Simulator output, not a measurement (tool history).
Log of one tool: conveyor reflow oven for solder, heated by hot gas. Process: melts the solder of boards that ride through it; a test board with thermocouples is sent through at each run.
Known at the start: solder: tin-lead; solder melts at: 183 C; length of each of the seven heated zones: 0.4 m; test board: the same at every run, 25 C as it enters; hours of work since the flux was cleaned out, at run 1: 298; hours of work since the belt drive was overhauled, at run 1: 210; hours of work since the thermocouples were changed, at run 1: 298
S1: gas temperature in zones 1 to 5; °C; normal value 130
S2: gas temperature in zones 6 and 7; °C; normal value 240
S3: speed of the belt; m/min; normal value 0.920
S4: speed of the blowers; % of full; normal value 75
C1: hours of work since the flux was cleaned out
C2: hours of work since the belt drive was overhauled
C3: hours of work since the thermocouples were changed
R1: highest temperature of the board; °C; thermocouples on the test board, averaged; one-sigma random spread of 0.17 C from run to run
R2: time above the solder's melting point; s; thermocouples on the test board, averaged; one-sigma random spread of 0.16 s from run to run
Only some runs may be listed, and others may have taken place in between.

run,hour,S1,S2,S3,S4,C1,C2,C3,R1,R2
1,0.0,130,240,0.920,75,298,210,298,221.0,38.7
2,13.8,130,240,0.879,75,306,218,306,222.3,41.3
3,25.8,130,240,0.879,75,313,225,313,222.4,41.7
4,33.5,130,240,0.879,75,317,230,317,222.3,41.6
5,45.2,130,240,0.879,75,324,236,324,222.3,41.9
# hour 51.7: flux residue cleaned out of gas plates and filters
6,59.3,130,240,0.920,79,4,242,330,220.5,38.8
7,69.8,130,240,0.920,79,11,248,336,220.5,38.6
8,84.9,130,240,0.772,79,20,257,345,226.1,50.2
# hour 102.7: flux residue cleaned out of gas plates and filters, once more
9,106.0,140,250,0.986,81,2,266,354,231.1,42.3
10,114.1,138,234,0.785,81,7,271,359,223.7,50.4
11,129.5,138,234,0.785,81,16,280,368,223.8,50.6
12,145.2,129,233,0.922,70,25,289,377,215.3,35.7
13,163.2,129,240,0.920,75,36,300,388,221.9,39.5
14,174.2,130,234,0.920,75,42,306,394,216.9,37.3
15,190.8,128,243,0.920,75,52,316,404,224.3,40.0
16,201.7,130,240,0.920,66,58,323,411,220.4,38.7

Forecast each of these 5 alternatives for the next run:
A,213.8,137,240,0.920,55,65,330,418,?,?
B,213.8,138,234,0.920,65,65,330,418,?,?
C,213.8,130,240,0.855,66,65,330,418,?,?
D,213.8,129,240,0.807,75,65,330,418,?,?
E,213.8,130,248,0.933,79,65,330,418,?,?

run,R1,R2
A,219.1,39.3
B,216.6,38.6
C,222.8,43.3
D,226.5,47.5
E,229.6,42.2
The same runs, with their run-to-run variation unchanged, on a tool lacking any hidden condition would have given:
run,R1,R2
A,218.1,38.7
B,215.6,37.9
C,221.8,42.6
D,225.5,46.8
E,228.6,41.7
